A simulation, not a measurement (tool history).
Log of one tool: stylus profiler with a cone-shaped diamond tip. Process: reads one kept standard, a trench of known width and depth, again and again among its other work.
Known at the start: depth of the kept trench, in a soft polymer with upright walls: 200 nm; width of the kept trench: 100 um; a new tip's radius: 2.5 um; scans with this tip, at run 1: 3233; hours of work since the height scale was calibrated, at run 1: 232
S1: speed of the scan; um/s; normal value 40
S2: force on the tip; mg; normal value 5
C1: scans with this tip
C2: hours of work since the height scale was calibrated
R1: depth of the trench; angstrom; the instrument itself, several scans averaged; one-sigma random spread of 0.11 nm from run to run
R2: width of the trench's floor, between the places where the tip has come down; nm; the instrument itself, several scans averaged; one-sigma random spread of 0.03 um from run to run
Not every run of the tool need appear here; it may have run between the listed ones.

{"run": 1, "hour": 0.0, "S1": 40, "S2": 5, "C1": 3233, "C2": 232, "R1": 2040.8, "R2": 97810}
{"run": 2, "hour": 19.7, "S1": 40, "S2": 3.2, "C1": 3349, "C2": 241, "R1": 2028.4, "R2": 97780}
{"run": 3, "hour": 43.0, "S1": 40, "S2": 5, "C1": 3488, "C2": 251, "R1": 2039.6, "R2": 97810}
{"run": 4, "hour": 58.7, "S1": 40, "S2": 5, "C1": 3580, "C2": 257, "R1": 2040.1, "R2": 97810}
{"run": 5, "hour": 84.7, "S1": 40, "S2": 5, "C1": 3734, "C2": 268, "R1": 2037.3, "R2": 97790}
{"run": 6, "hour": 105.0, "S1": 42, "S2": 5, "C1": 3854, "C2": 277, "R1": 2039.1, "R2": 97790}
{"run": 7, "hour": 116.8, "S1": 42, "S2": 5, "C1": 3924, "C2": 282, "R1": 2039.4, "R2": 97800}
{"run": 8, "hour": 137.2, "S1": 42, "S2": 5, "C1": 4045, "C2": 291, "R1": 2039, "R2": 97850}
{"run": 9, "hour": 155.4, "S1": 42, "S2": 5, "C1": 4153, "C2": 299, "R1": 2039.4, "R2": 97750}
{"run": 10, "hour": 178.6, "S1": 40, "S2": 3.04, "C1": 4290, "C2": 308, "R1": 2025.8, "R2": 97680}
{"run": 11, "hour": 195.1, "S1": 48, "S2": 5, "C1": 4388, "C2": 315, "R1": 2038.1, "R2": 97800}
{"run": 12, "hour": 221.0, "S1": 60, "S2": 10.63, "C1": 4541, "C2": 327, "R1": 2065.5, "R2": 97760}
{"run": 13, "hour": 234.6, "S1": 71, "S2": 3.57, "C1": 4622, "C2": 332, "R1": 2030.6, "R2": 97680}
{"run": 14, "hour": 259.2, "S1": 29, "S2": 5.59, "C1": 4768, "C2": 343, "R1": 2043.2, "R2": 97810}
{"run": 15, "hour": 275.8, "S1": 64, "S2": 10.69, "C1": 4866, "C2": 350, "R1": 2065.8, "R2": 97770}
{"run": 16, "hour": 298.9, "S1": 138, "S2": 13.04, "C1": 5003, "C2": 360, "R1": 2076.1, "R2": 97620}
{"run": 17, "hour": 313.7, "S1": 76, "S2": 6.04, "C1": 5090, "C2": 366, "R1": 2044.4, "R2": 97680}
{"run": 18, "hour": 327.9, "S1": 52, "S2": 5.21, "C1": 5174, "C2": 372, "R1": 2039.1, "R2": 97650}
{"run": 19, "hour": 352.0, "S1": 20, "S2": 9.1, "C1": 5317, "C2": 382, "R1": 2058.9, "R2": 97820}
{"run": 20, "hour": 375.7, "S1": 15, "S2": 2.6, "C1": 5457, "C2": 392, "R1": 2022.1, "R2": 97790}
{"run": 21, "hour": 400.1, "S1": 84, "S2": 3.45, "C1": 5602, "C2": 403, "R1": 2027.8, "R2": 97540}
{"run": 22, "hour": 415.9, "S1": 150, "S2": 4.2, "C1": 5696, "C2": 409, "R1": 2031.8, "R2": 97360}

Branching from run 22: 5 alternative next runs. What would each branch give?
{"run": "A", "hour": 438.9, "S1": 40, "S2": 1.82, "C1": 5831, "C2": 419, "R1": "?", "R2": "?"}
{"run": "B", "hour": 438.9, "S1": 14, "S2": 4.2, "C1": 5831, "C2": 419, "R1": "?", "R2": "?"}
{"run": "C", "hour": 438.9, "S1": 80, "S2": 6.88, "C1": 5831, "C2": 419, "R1": "?", "R2": "?"}
{"run": "D", "hour": 438.9, "S1": 20, "S2": 1.85, "C1": 5831, "C2": 419, "R1": "?", "R2": "?"}
{"run": "E", "hour": 438.9, "S1": 92, "S2": 4.2, "C1": 5831, "C2": 419, "R1": "?", "R2": "?"}

run=A R1=2014.2 R2=97630
run=B R1=2033.5 R2=97820
run=C R1=2046.2 R2=97630
run=D R1=2016.4 R2=97730
run=E R1=2033.1 R2=97550
Stripped of hidden state, with their random variation kept, the same runs would have yielded:
run=A R1=2019.5 R2=97830
run=B R1=2038.9 R2=98020
run=C R1=2051.6 R2=97830
run=D R1=2021.8 R2=97930
run=E R1=2038.5 R2=97750
